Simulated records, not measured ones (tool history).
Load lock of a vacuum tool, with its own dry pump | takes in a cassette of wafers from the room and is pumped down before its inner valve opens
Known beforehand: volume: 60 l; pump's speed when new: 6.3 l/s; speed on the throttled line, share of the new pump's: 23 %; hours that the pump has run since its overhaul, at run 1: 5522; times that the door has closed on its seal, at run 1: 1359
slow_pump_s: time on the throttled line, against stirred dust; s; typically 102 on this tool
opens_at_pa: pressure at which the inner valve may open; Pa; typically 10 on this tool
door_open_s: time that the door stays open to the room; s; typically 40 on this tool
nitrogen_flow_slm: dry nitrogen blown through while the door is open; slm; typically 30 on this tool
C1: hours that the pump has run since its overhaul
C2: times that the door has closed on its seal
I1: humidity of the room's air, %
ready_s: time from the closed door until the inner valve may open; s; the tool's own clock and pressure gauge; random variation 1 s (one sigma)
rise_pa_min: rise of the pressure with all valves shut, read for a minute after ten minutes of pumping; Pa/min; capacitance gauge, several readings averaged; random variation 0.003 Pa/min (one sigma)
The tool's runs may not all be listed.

{"run": 1, "day": 0.0, "slow_pump_s": 102, "opens_at_pa": 10, "door_open_s": 40, "nitrogen_flow_slm": 30, "C1": 5522, "C2": 1359, "I1": 43.5, "ready_s": 172.7, "rise_pa_min": 0.023}
{"run": 2, "day": 9.958, "slow_pump_s": 102, "opens_at_pa": 10, "door_open_s": 40, "nitrogen_flow_slm": 4, "C1": 5761, "C2": 2530, "I1": 43.0, "ready_s": 175.0, "rise_pa_min": 0.05}
{"run": 3, "day": 25.233, "slow_pump_s": 102, "opens_at_pa": 10, "door_open_s": 40, "nitrogen_flow_slm": 4, "C1": 6127, "C2": 4327, "I1": 41.1, "ready_s": 175.5, "rise_pa_min": 0.066}
{"run": 4, "day": 40.275, "slow_pump_s": 102, "opens_at_pa": 10, "door_open_s": 40, "nitrogen_flow_slm": 4, "C1": 6488, "C2": 6096, "I1": 41.6, "ready_s": 173.6, "rise_pa_min": 0.086}
{"run": 5, "day": 50.758, "slow_pump_s": 102, "opens_at_pa": 10, "door_open_s": 40, "nitrogen_flow_slm": 4, "C1": 6740, "C2": 7329, "I1": 39.9, "ready_s": 176.6, "rise_pa_min": 0.096}
{"run": 6, "day": 60.321, "slow_pump_s": 102, "opens_at_pa": 10, "door_open_s": 40, "nitrogen_flow_slm": 35, "C1": 6969, "C2": 8454, "I1": 47.1, "ready_s": 176.1, "rise_pa_min": 0.091}
{"run": 7, "day": 72.667, "slow_pump_s": 163, "opens_at_pa": 10, "door_open_s": 40, "nitrogen_flow_slm": 30, "C1": 7266, "C2": 9906, "I1": 40.4, "ready_s": 221.1, "rise_pa_min": 0.111}
{"run": 8, "day": 86.058, "slow_pump_s": 163, "opens_at_pa": 10, "door_open_s": 40, "nitrogen_flow_slm": 30, "C1": 7587, "C2": 11481, "I1": 47.2, "ready_s": 219.5, "rise_pa_min": 0.143}
{"run": 9, "day": 96.862, "slow_pump_s": 163, "opens_at_pa": 10, "door_open_s": 40, "nitrogen_flow_slm": 30, "C1": 7846, "C2": 12752, "I1": 46.0, "ready_s": 221.6, "rise_pa_min": 0.161}
{"run": 10, "day": 112.029, "slow_pump_s": 80, "opens_at_pa": 10, "door_open_s": 40, "nitrogen_flow_slm": 30, "C1": 8210, "C2": 14535, "I1": 41.1, "ready_s": 159.0, "rise_pa_min": 0.191}
{"run": 11, "day": 120.725, "slow_pump_s": 80, "opens_at_pa": 10, "door_open_s": 40, "nitrogen_flow_slm": 30, "C1": 8419, "C2": 15558, "I1": 44.9, "ready_s": 160.2, "rise_pa_min": 0.214}
{"run": 12, "day": 131.738, "slow_pump_s": 80, "opens_at_pa": 10, "door_open_s": 40, "nitrogen_flow_slm": 30, "C1": 8683, "C2": 16853, "I1": 44.8, "ready_s": 161.8, "rise_pa_min": 0.228}
{"run": 13, "day": 145.412, "slow_pump_s": 80, "opens_at_pa": 10, "door_open_s": 40, "nitrogen_flow_slm": 30, "C1": 9012, "C2": 18462, "I1": 45.0, "ready_s": 163.9, "rise_pa_min": 0.26}
{"run": 14, "day": 160.338, "slow_pump_s": 80, "opens_at_pa": 10, "door_open_s": 40, "nitrogen_flow_slm": 30, "C1": 9370, "C2": 20217, "I1": 44.2, "ready_s": 163.5, "rise_pa_min": 0.303}
{"day": 162.7, "done": "dry pump taken out, an overhauled one fitted"}
{"day": 162.762, "done": "door's seal changed, seat wiped"}
{"run": 15, "day": 173.829, "slow_pump_s": 102, "opens_at_pa": 10, "door_open_s": 40, "nitrogen_flow_slm": 18, "C1": 266, "C2": 1302, "I1": 47.2, "ready_s": 170.0, "rise_pa_min": 0.041}
{"run": 16, "day": 186.596, "slow_pump_s": 102, "opens_at_pa": 10, "door_open_s": 162, "nitrogen_flow_slm": 30, "C1": 572, "C2": 2804, "I1": 47.6, "ready_s": 170.6, "rise_pa_min": 0.051}
{"run": 17, "day": 198.112, "slow_pump_s": 102, "opens_at_pa": 10, "door_open_s": 163, "nitrogen_flow_slm": 26, "C1": 848, "C2": 4158, "I1": 47.6, "ready_s": 168.6, "rise_pa_min": 0.065}
{"run": 18, "day": 212.525, "slow_pump_s": 155, "opens_at_pa": 10, "door_open_s": 125, "nitrogen_flow_slm": 13, "C1": 1194, "C2": 5853, "I1": 47.4, "ready_s": 210.7, "rise_pa_min": 0.091}
{"run": 19, "day": 220.883, "slow_pump_s": 155, "opens_at_pa": 10, "door_open_s": 125, "nitrogen_flow_slm": 13, "C1": 1395, "C2": 6836, "I1": 46.3, "ready_s": 211.6, "rise_pa_min": 0.104}
{"run": 20, "day": 230.183, "slow_pump_s": 155, "opens_at_pa": 10, "door_open_s": 125, "nitrogen_flow_slm": 13, "C1": 1618, "C2": 7930, "I1": 45.7, "ready_s": 209.2, "rise_pa_min": 0.113}
{"run": 21, "day": 242.021, "slow_pump_s": 102, "opens_at_pa": 10, "door_open_s": 70, "nitrogen_flow_slm": 16, "C1": 1902, "C2": 9322, "I1": 40.9, "ready_s": 171.5, "rise_pa_min": 0.124}
{"run": 22, "day": 249.842, "slow_pump_s": 102, "opens_at_pa": 10, "door_open_s": 70, "nitrogen_flow_slm": 26, "C1": 2090, "C2": 10242, "I1": 45.6, "ready_s": 170.0, "rise_pa_min": 0.124}
{"run": 23, "day": 262.642, "slow_pump_s": 102, "opens_at_pa": 10, "door_open_s": 70, "nitrogen_flow_slm": 9, "C1": 2397, "C2": 11748, "I1": 46.2, "ready_s": 169.4, "rise_pa_min": 0.18}
{"run": 24, "day": 270.075, "slow_pump_s": 102, "opens_at_pa": 10, "door_open_s": 70, "nitrogen_flow_slm": 9, "C1": 2576, "C2": 12622, "I1": 45.1, "ready_s": 172.0, "rise_pa_min": 0.188}
{"run": 25, "day": 279.979, "slow_pump_s": 102, "opens_at_pa": 9, "door_open_s": 40, "nitrogen_flow_slm": 6, "C1": 2813, "C2": 13787, "I1": 43.7, "ready_s": 171.7, "rise_pa_min": 0.207}
{"run": 26, "day": 291.688, "slow_pump_s": 102, "opens_at_pa": 9, "door_open_s": 40, "nitrogen_flow_slm": 6, "C1": 3094, "C2": 15163, "I1": 45.6, "ready_s": 173.5, "rise_pa_min": 0.24}
{"run": 27, "day": 303.9, "slow_pump_s": 56, "opens_at_pa": 9, "door_open_s": 57, "nitrogen_flow_slm": 6, "C1": 3387, "C2": 16600, "I1": 42.5, "ready_s": 137.8, "rise_pa_min": 0.265}
{"run": 28, "day": 318.867, "slow_pump_s": 102, "opens_at_pa": 10, "door_open_s": 154, "nitrogen_flow_slm": 27, "C1": 3747, "C2": 18360, "I1": 42.6, "ready_s": 171.8, "rise_pa_min": 0.293}
{"run": 29, "day": 325.771, "slow_pump_s": 89, "opens_at_pa": 8, "door_open_s": 154, "nitrogen_flow_slm": 27, "C1": 3912, "C2": 19172, "I1": 49.9, "ready_s": 167.5, "rise_pa_min": 0.324}

Here are 5 independent what-if runs from the current tool condition. What would each one return?
{"day": 336.367, "done": "door's seal changed, seat wiped"}
{"run": "A", "day": 336.367, "slow_pump_s": 102, "opens_at_pa": 20, "door_open_s": 40, "nitrogen_flow_slm": 8, "C1": 4165, "C2": 0, "I1": 44.4, "ready_s": "?", "rise_pa_min": "?"}
{"day": 336.367, "done": "door's seal changed, seat wiped"}
{"run": "B", "day": 336.367, "slow_pump_s": 89, "opens_at_pa": 8, "door_open_s": 90, "nitrogen_flow_slm": 27, "C1": 4165, "C2": 0, "I1": 46.2, "ready_s": "?", "rise_pa_min": "?"}
{"day": 336.367, "done": "door's seal changed, seat wiped"}
{"run": "C", "day": 336.367, "slow_pump_s": 102, "opens_at_pa": 10, "door_open_s": 112, "nitrogen_flow_slm": 14, "C1": 4165, "C2": 0, "I1": 43.2, "ready_s": "?", "rise_pa_min": "?"}
{"day": 336.367, "done": "door's seal changed, seat wiped"}
{"run": "D", "day": 336.367, "slow_pump_s": 89, "opens_at_pa": 8, "door_open_s": 41, "nitrogen_flow_slm": 27, "C1": 4165, "C2": 0, "I1": 48.8, "ready_s": "?", "rise_pa_min": "?"}
{"day": 336.367, "done": "door's seal changed, seat wiped"}
{"run": "E", "day": 336.367, "slow_pump_s": 79, "opens_at_pa": 7, "door_open_s": 39, "nitrogen_flow_slm": 27, "C1": 4165, "C2": 0, "I1": 46.6, "ready_s": "?", "rise_pa_min": "?"}

run=A ready_s=164.7 rise_pa_min=0.033
run=B ready_s=165.8 rise_pa_min=0.032
run=C ready_s=173.8 rise_pa_min=0.043
run=D ready_s=166.1 rise_pa_min=0.026
run=E ready_s=157.5 rise_pa_min=0.023
Without the tool's hidden state the same runs would have given:
run=A ready_s=159.9 rise_pa_min=0.033
run=B ready_s=159.9 rise_pa_min=0.032
run=C ready_s=168.3 rise_pa_min=0.044
run=D ready_s=160.2 rise_pa_min=0.027
run=E ready_s=151.4 rise_pa_min=0.024

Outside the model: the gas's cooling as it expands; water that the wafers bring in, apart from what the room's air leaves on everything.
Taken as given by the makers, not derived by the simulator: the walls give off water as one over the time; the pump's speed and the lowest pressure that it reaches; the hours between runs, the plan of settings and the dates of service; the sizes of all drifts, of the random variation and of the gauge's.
